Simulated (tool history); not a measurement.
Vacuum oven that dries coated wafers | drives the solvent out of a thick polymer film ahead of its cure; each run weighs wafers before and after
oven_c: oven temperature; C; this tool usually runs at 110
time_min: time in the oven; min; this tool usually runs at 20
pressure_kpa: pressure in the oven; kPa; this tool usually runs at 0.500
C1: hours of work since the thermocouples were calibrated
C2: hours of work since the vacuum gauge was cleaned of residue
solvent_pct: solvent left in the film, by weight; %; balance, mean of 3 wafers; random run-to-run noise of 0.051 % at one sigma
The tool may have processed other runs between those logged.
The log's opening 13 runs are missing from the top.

Run 14, hour 213.2: usual settings; C1 21; C2 379. Result: solvent_pct 1.20 %.
Run 15, hour 229.1: usual settings; C1 29; C2 387. Result: solvent_pct 1.05 %.
Run 16, hour 247.7: usual settings; C1 39; C2 396. Result: solvent_pct 1.07 %.
Run 17, hour 266.8: usual settings but time_min 17 min, pressure_kpa 0.666 kPa; C1 48; C2 406. Result: solvent_pct 1.62 %.
At hour 279.4: oven's thermocouples calibrated, once more.
Run 18, hour 284.7: usual settings but oven_c 100 C, time_min 11 min, pressure_kpa 0.727 kPa; C1 3; C2 414. Result: solvent_pct 5.22 %.
Run 19, hour 305.1: usual settings but oven_c 119 C, time_min 35 min; C1 13; C2 424. Result: solvent_pct 0.42 %.
Run 20, hour 323.4: usual settings but oven_c 115 C, time_min 14 min; C1 22; C2 433. Result: solvent_pct 1.59 %.
Run 21, hour 343.9: usual settings but oven_c 115 C, time_min 14 min; C1 32; C2 443. Result: solvent_pct 1.58 %.
Run 22, hour 353.6: usual settings but oven_c 97 C, time_min 32 min, pressure_kpa 1.151 kPa; C1 37; C2 448. Result: solvent_pct 2.46 %.
Run 23, hour 368.1: usual settings but time_min 16 min, pressure_kpa 0.818 kPa; C1 44; C2 455. Result: solvent_pct 2.06 %.
Run 24, hour 386.4: usual settings but pressure_kpa 1.387 kPa; C1 53; C2 464. Result: solvent_pct 1.94 %.
Run 25, hour 400.1: usual settings but oven_c 121 C, time_min 22 min, pressure_kpa 1.387 kPa; C1 60; C2 471. Result: solvent_pct 0.84 %.
Run 26, hour 417.8: usual settings but oven_c 121 C, time_min 22 min, pressure_kpa 1.387 kPa; C1 69; C2 480. Result: solvent_pct 0.95 %.
Run 27, hour 440.8: usual settings but oven_c 121 C, time_min 22 min, pressure_kpa 1.387 kPa; C1 80; C2 491. Result: solvent_pct 0.87 %.
Run 28, hour 455.6: usual settings but oven_c 121 C, time_min 26 min, pressure_kpa 1.387 kPa; C1 88; C2 499. Result: solvent_pct 0.79 %.
Run 29, hour 476.7: usual settings but oven_c 121 C, time_min 32 min, pressure_kpa 1.775 kPa; C1 98; C2 509. Result: solvent_pct 1.04 %.
Run 30, hour 496.8: usual settings but oven_c 121 C, time_min 32 min, pressure_kpa 1.775 kPa; C1 108; C2 519. Result: solvent_pct 1.03 %.
Run 31, hour 512.6: usual settings but time_min 36 min, pressure_kpa 0.355 kPa; C1 116; C2 527. Result: solvent_pct 0.46 %.

Here are 4 independent what-if runs from the current tool condition. What would each one return?
Run A, hour 525.9: usual settings but oven_c 106 C; C1 123; C2 534. Result: solvent_pct ?.
Run B, hour 525.9: usual settings but oven_c 106 C, time_min 36 min, pressure_kpa 0.355 kPa; C1 123; C2 534. Result: solvent_pct ?.
Run C, hour 525.9: usual settings but oven_c 101 C, time_min 12 min, pressure_kpa 0.927 kPa; C1 123; C2 534. Result: solvent_pct ?.
Run D, hour 525.9: usual settings but time_min 27 min, pressure_kpa 0.355 kPa; C1 123; C2 534. Result: solvent_pct ?.

run  solvent_pct
  A         1.82
  B         0.65
  C         4.79
  D         0.73
The same runs, with their run-to-run variation unchanged, on a tool lacking any hidden condition would have given:
run  solvent_pct
  A         1.64
  B         0.44
  C         4.63
  D         0.56
